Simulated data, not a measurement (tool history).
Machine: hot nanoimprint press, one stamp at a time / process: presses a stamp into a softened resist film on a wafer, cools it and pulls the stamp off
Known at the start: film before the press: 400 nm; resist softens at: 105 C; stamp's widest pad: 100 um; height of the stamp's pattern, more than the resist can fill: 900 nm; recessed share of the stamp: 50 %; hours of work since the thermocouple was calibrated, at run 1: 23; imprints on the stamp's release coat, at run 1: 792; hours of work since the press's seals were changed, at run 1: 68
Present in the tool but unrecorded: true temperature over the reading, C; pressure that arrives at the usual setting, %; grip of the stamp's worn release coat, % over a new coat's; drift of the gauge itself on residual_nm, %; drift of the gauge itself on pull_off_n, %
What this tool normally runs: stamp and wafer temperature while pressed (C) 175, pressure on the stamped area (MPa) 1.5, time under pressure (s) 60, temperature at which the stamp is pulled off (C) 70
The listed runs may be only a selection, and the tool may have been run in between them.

| run | day | stamp and wafer temperature while pressed (C) | pressure on the stamped area (MPa) | time under pressure (s) | temperature at which the stamp is pulled off (C) | hours of work since the thermocouple was calibrated | imprints on the stamp's release coat | hours of work since the press's seals were changed | resist left under the stamp's widest pad (Å) | greatest force while the stamp is pulled off (N) |
|---|---|---|---|---|---|---|---|---|---|---|
| 1 | 0 | 175 | 1.5 | 60 | 70 | 23 | 792 | 68 | 1471 | 225 |
| 2 | 0.912 | 175 | 1.5 | 60 | 70 | 38 | 878 | 84 | 1463 | 238 |
| 3 | 2.004 | 175 | 1.5 | 60 | 70 | 57 | 981 | 102 | 1481 | 242 |
|  | 2.671 | stamp cleaned and given a new release coat |
| 4 | 4.029 | 175 | 1.5 | 60 | 70 | 87 | 128 | 132 | 1488 | 185 |
| 5 | 5.579 | 175 | 1.5 | 60 | 68 | 113 | 275 | 159 | 1484 | 211 |
| 6 | 7.221 | 175 | 1.5 | 60 | 68 | 141 | 430 | 186 | 1487 | 213 |
| 7 | 8.746 | 187 | 1.5 | 60 | 68 | 167 | 574 | 212 | 841 | 219 |
| 8 | 9.933 | 187 | 1.5 | 60 | 68 | 187 | 686 | 232 | 843 | 233 |
| 9 | 11.567 | 187 | 1.5 | 60 | 68 | 215 | 841 | 260 | 847 | 236 |
| 10 | 13.017 | 175 | 1.5 | 60 | 65 | 239 | 978 | 285 | 1505 | 265 |
|  | 13.733 | stamp cleaned and given a new release coat |
| 11 | 14.267 | 175 | 1.5 | 60 | 65 | 256 | 50 | 302 | 1518 | 200 |
| 12 | 16.054 | 175 | 1.5 | 60 | 65 | 287 | 219 | 332 | 1515 | 217 |
|  | 16.304 | plate thermocouple calibrated |
| 13 | 17.542 | 175 | 1.5 | 60 | 76 | 21 | 348 | 355 | 1537 | 182 |
| 14 | 19.112 | 179 | 0.9 | 60 | 70 | 48 | 496 | 382 | 1598 | 209 |
|  | 19.462 | plate thermocouple calibrated, once more |
| 15 | 20.7 | 179 | 0.9 | 60 | 70 | 21 | 635 | 407 | 1553 | 222 |
| 16 | 22.025 | 179 | 0.9 | 60 | 70 | 43 | 760 | 429 | 1557 | 235 |
| 17 | 23.667 | 179 | 0.9 | 60 | 70 | 71 | 915 | 457 | 1556 | 235 |
|  | 24.975 | stamp cleaned and given a new release coat |
| 18 | 25.762 | 167 | 1.5 | 60 | 70 | 103 | 74 | 488 | 2188 | 172 |
| 19 | 26.75 | 167 | 2.2 | 60 | 70 | 119 | 168 | 505 | 1889 | 191 |
| 20 | 28.496 | 167 | 2.2 | 60 | 70 | 149 | 333 | 535 | 1902 | 195 |
| 21 | 29.438 | 167 | 2.2 | 60 | 70 | 165 | 422 | 551 | 1894 | 204 |
| 22 | 31.212 | 167 | 2.2 | 60 | 70 | 195 | 589 | 581 | 1906 | 217 |
| 23 | 33 | 184 | 2.2 | 67 | 70 | 225 | 758 | 611 | 780 | 229 |
| 24 | 34.767 | 179 | 2.01 | 60 | 70 | 255 | 925 | 641 | 1099 | 244 |

3 options for the next run, each taken on its own from the tool as it stands now. Forecast them:
|  | 35.55 | press's hydraulic seals changed and the load cell set to zero |
|  | 36.304 | stamp cleaned and given a new release coat |
| A | 37.021 | 175 | 1.5 | 35 | 69 | 284 | 67 | 21 | ? | ? |
|  | 35.55 | press's hydraulic seals changed and the load cell set to zero |
|  | 36.304 | stamp cleaned and given a new release coat |
| B | 37.021 | 182 | 2.4 | 95 | 70 | 284 | 67 | 21 | ? | ? |
|  | 35.55 | press's hydraulic seals changed and the load cell set to zero |
|  | 36.304 | stamp cleaned and given a new release coat |
| C | 37.021 | 171 | 0.93 | 60 | 65 | 284 | 67 | 21 | ? | ? |

| run | resist left under the stamp's widest pad (Å) | greatest force while the stamp is pulled off (N) |
|---|---|---|
| A | 1872 | 193 |
| B | 693 | 180 |
| C | 2231 | 197 |
What these runs would have given with no unlogged condition in the tool:
| run | resist left under the stamp's widest pad (Å) | greatest force while the stamp is pulled off (N) |
|---|---|---|
| A | 1818 | 187 |
| B | 670 | 174 |
| C | 2171 | 191 |
